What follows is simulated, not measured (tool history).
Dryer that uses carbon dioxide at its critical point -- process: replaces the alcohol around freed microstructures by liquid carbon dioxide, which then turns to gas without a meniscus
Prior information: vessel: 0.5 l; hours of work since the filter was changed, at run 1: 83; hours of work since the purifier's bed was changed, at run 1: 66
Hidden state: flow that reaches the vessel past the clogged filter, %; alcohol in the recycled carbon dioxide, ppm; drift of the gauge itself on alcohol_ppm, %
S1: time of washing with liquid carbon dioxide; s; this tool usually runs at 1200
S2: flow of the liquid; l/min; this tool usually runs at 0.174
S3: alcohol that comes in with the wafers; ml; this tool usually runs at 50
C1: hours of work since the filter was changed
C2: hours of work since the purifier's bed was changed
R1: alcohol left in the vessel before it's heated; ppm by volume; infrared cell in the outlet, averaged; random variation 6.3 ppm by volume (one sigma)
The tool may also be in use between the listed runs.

run 1 hour=0 | S1=1200 S2=0.174 S3=50 | C1=83 C2=66 | R1=287
run 2 hour=5.2 | S1=1200 S2=0.174 S3=64 | C1=87 C2=69 | R1=366
run 3 hour=12.6 | S1=1200 S2=0.259 S3=50 | C1=91 C2=74 | R1=22
run 4 hour=20.9 | S1=1200 S2=0.259 S3=50 | C1=97 C2=79 | R1=28
run 5 hour=29 | S1=1200 S2=0.174 S3=50 | C1=102 C2=84 | R1=292
run 6 hour=37.7 | S1=1200 S2=0.174 S3=50 | C1=107 C2=90 | R1=285
run 7 hour=46.6 | S1=1200 S2=0.137 S3=50 | C1=113 C2=96 | R1=945
run 8 hour=50.9 | S1=1200 S2=0.137 S3=50 | C1=116 C2=98 | R1=927
run 9 hour=58.9 | S1=1200 S2=0.137 S3=23 | C1=121 C2=103 | R1=453
run 10 hour=66.4 | S1=1200 S2=0.137 S3=23 | C1=125 C2=108 | R1=451
run 11 hour=72.9 | S1=1200 S2=0.137 S3=23 | C1=129 C2=112 | R1=445
run 12 hour=80.8 | S1=1500 S2=0.174 S3=50 | C1=134 C2=117 | R1=87
run 13 hour=86.6 | S1=1200 S2=0.174 S3=50 | C1=138 C2=121 | R1=303
run 14 hour=92.9 | S1=1200 S2=0.201 S3=50 | C1=142 C2=125 | R1=136
run 15 hour=101.7 | S1=1200 S2=0.174 S3=50 | C1=148 C2=130 | R1=316
run 16 hour=108.8 | S1=1200 S2=0.174 S3=50 | C1=152 C2=135 | R1=295
run 17 hour=113 | S1=1200 S2=0.174 S3=50 | C1=155 C2=138 | R1=311
run 18 hour=121.4 | S1=1200 S2=0.174 S3=50 | C1=160 C2=143 | R1=318
run 19 hour=130.6 | S1=1200 S2=0.174 S3=50 | C1=166 C2=149 | R1=310
run 20 hour=135.7 | S1=1200 S2=0.184 S3=50 | C1=169 C2=152 | R1=239
run 21 hour=144.8 | S1=1200 S2=0.184 S3=50 | C1=175 C2=158 | R1=236
run 22 hour=150.2 | S1=840 S2=0.121 S3=42 | C1=178 C2=161 | R1=4613
run 23 hour=154.4 | S1=840 S2=0.121 S3=42 | C1=181 C2=164 | R1=4772
run 24 hour=158.8 | S1=840 S2=0.121 S3=42 | C1=184 C2=166 | R1=4673
run 25 hour=163.8 | S1=1500 S2=0.174 S3=43 | C1=187 C2=170 | R1=78
run 26 hour=168.8 | S1=1500 S2=0.174 S3=43 | C1=190 C2=173 | R1=72
run 27 hour=175.7 | S1=1500 S2=0.174 S3=43 | C1=194 C2=177 | R1=70
run 28 hour=180.5 | S1=1200 S2=0.233 S3=115 | C1=197 C2=180 | R1=137
run 29 hour=188 | S1=1080 S2=0.174 S3=73 | C1=202 C2=185 | R1=802
run 30 hour=196.9 | S1=1080 S2=0.174 S3=73 | C1=208 C2=190 | R1=831
run 31 hour=205.9 | S1=1080 S2=0.174 S3=73 | C1=213 C2=196 | R1=809
run 32 hour=211 | S1=1080 S2=0.174 S3=73 | C1=217 C2=199 | R1=819
run 33 hour=220.1 | S1=960 S2=0.146 S3=44 | C1=222 C2=205 | R1=1783
run 34 hour=229.3 | S1=1500 S2=0.174 S3=50 | C1=228 C2=211 | R1=94
run 35 hour=237.5 | S1=1320 S2=0.109 S3=88 | C1=233 C2=216 | R1=3012
run 36 hour=246.1 | S1=1320 S2=0.109 S3=88 | C1=239 C2=222 | R1=3022
run 37 hour=252 | S1=840 S2=0.109 S3=61 | C1=243 C2=225 | R1=9290
run 38 hour=259.8 | S1=840 S2=0.123 S3=24 | C1=248 C2=230 | R1=2678

Forecast each of these 4 alternatives for the next run:
run A hour=265.3 | S1=1380 S2=0.113 S3=50 | C1=251 C2=234 | R1=?
run B hour=265.3 | S1=1560 S2=0.123 S3=24 | C1=251 C2=234 | R1=?
run C hour=265.3 | S1=1140 S2=0.133 S3=24 | C1=251 C2=234 | R1=?
run D hour=265.3 | S1=1800 S2=0.107 S3=75 | C1=251 C2=234 | R1=?

run=A R1=1290
run=B R1=238
run=C R1=725
run=D R1=687
Stripped of hidden state, with their random variation kept, the same runs would have yielded:
run=A R1=1058
run=B R1=180
run=C R1=596
run=D R1=536
